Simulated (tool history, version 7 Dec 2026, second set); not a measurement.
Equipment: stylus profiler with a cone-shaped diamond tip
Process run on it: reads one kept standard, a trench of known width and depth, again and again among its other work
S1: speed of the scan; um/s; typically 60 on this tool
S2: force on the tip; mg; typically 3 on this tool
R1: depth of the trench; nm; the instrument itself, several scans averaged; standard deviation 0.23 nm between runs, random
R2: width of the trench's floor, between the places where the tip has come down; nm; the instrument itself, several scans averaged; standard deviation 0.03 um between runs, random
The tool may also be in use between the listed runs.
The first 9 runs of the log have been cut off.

run 10 day=7.521 | S1=19 S2=3 | R1=1018.15 R2=25800
run 11 day=8.183 | S1=15 S2=3 | R1=1017.68 R2=25760
run 12 day=8.742 | S1=60 S2=3 | R1=1018.05 R2=25640
run 13 day=9.575 | S1=60 S2=1.81 | R1=1013.2 R2=25490
run 14 day=10.833 | S1=60 S2=2.02 | R1=1014.52 R2=25490
run 15 day=11.867 | S1=25 S2=3 | R1=1017.81 R2=25710
run 16 day=12.529 | S1=60 S2=3 | R1=1018.13 R2=25540
-- day=12.612 height scale calibrated on a step standard
run 17 day=13.546 | S1=60 S2=3 | R1=1020.27 R2=25460
run 18 day=14.288 | S1=60 S2=3 | R1=1020.31 R2=25490
-- day=15.396 height scale calibrated on a step standard, once more
run 19 day=15.471 | S1=60 S2=3 | R1=1015.31 R2=25480
run 20 day=16.042 | S1=119 S2=1.88 | R1=1011.2 R2=24970
run 21 day=16.733 | S1=119 S2=1.88 | R1=1011.22 R2=25020
run 22 day=17.967 | S1=119 S2=1.88 | R1=1011.03 R2=25030
run 23 day=18.512 | S1=94 S2=3.04 | R1=1014.9 R2=25280
run 24 day=19.567 | S1=94 S2=3.04 | R1=1015.31 R2=25270
run 25 day=20.762 | S1=120 S2=4.98 | R1=1021.41 R2=25250
run 26 day=21.829 | S1=120 S2=4.98 | R1=1021.43 R2=25260
run 27 day=23.033 | S1=25 S2=1.13 | R1=1008.35 R2=25510
run 28 day=23.738 | S1=180 S2=3 | R1=1015.88 R2=24780
run 29 day=24.667 | S1=180 S2=3 | R1=1015.79 R2=24820
run 30 day=25.275 | S1=210 S2=4.04 | R1=1019.15 R2=24770
run 31 day=25.829 | S1=210 S2=1.29 | R1=1009.24 R2=24100
run 32 day=26.688 | S1=72 S2=1.79 | R1=1011.3 R2=25150
run 33 day=27.7 | S1=60 S2=3.15 | R1=1016.07 R2=25340
run 34 day=28.442 | S1=130 S2=3 | R1=1015.77 R2=24950

What if the next run were any one of these 5? Each begins from the tool's condition after run 34:
run A day=29.375 | S1=46 S2=3 | R1=? R2=?
run B day=29.375 | S1=48 S2=3.78 | R1=? R2=?
run C day=29.375 | S1=77 S2=3.69 | R1=? R2=?
run D day=29.375 | S1=60 S2=1.25 | R1=? R2=?
run E day=29.375 | S1=19 S2=4.14 | R1=? R2=?

run=A R1=1015.65 R2=25380
run=B R1=1018.31 R2=25370
run=C R1=1017.7 R2=25240
run=D R1=1009.45 R2=25160
run=E R1=1019.36 R2=25480
Had the tool no hidden state, the same runs would have come out as:
run=A R1=1014.91 R2=26310
run=B R1=1017.57 R2=26310
run=C R1=1016.96 R2=26180
run=D R1=1008.72 R2=26090
run=E R1=1018.62 R2=26410
